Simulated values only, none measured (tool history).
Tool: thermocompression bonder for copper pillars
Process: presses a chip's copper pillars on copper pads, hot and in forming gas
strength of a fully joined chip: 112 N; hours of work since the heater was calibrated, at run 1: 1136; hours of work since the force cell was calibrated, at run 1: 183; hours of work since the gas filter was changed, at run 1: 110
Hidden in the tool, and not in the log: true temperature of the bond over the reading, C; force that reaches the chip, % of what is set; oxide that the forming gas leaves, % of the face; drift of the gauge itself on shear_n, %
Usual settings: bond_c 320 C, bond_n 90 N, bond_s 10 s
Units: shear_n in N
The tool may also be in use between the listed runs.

run	day	bond_c	bond_n	bond_s	hours of work since the heater was calibrated	hours of work since the force cell was calibrated	hours of work since the gas filter was changed	shear_n
1	0.000	320	90	10	1136	183	110	38.0
2	1.804	320	90	17	1158	204	132	47.1
# day 2.971: heater calibrated with a thermocouple chip
3	4.233	320	90	17	15	233	160	49.6
4	7.125	320	90	17	50	267	195	49.0
5	9.750	320	90	5	82	299	226	30.5
6	12.600	320	90	5	116	333	260	29.8
7	15.850	320	90	5	155	372	300	30.3
8	18.625	320	90	5	188	406	333	29.7
9	20.267	320	130	10	208	426	353	56.8
# day 20.592: forming gas filter changed
10	22.671	300	130	13	237	454	25	56.3
11	25.696	341	104	18	273	491	61	67.9
12	28.662	303	56	10	309	526	97	19.8
13	31.700	324	107	14	345	563	134	56.5
14	33.400	324	107	14	366	583	154	54.1
15	34.996	316	94	21	385	602	173	52.4
16	36.546	334	90	9	404	621	192	42.7

Measured less the same run without the tool's hidden state. The same run-to-run variation is in both; the gauge's scatter may not be:
run	shear_n
1	-3.8
2	-4.7
3	-1.5
4	-1.9
5	-1.4
6	-1.8
7	-2.1
8	-2.3
9	-4.3
10	-1.9
11	-2.4
12	-1.2
13	-3.2
14	-3.4
15	-3.6
16	-3.2
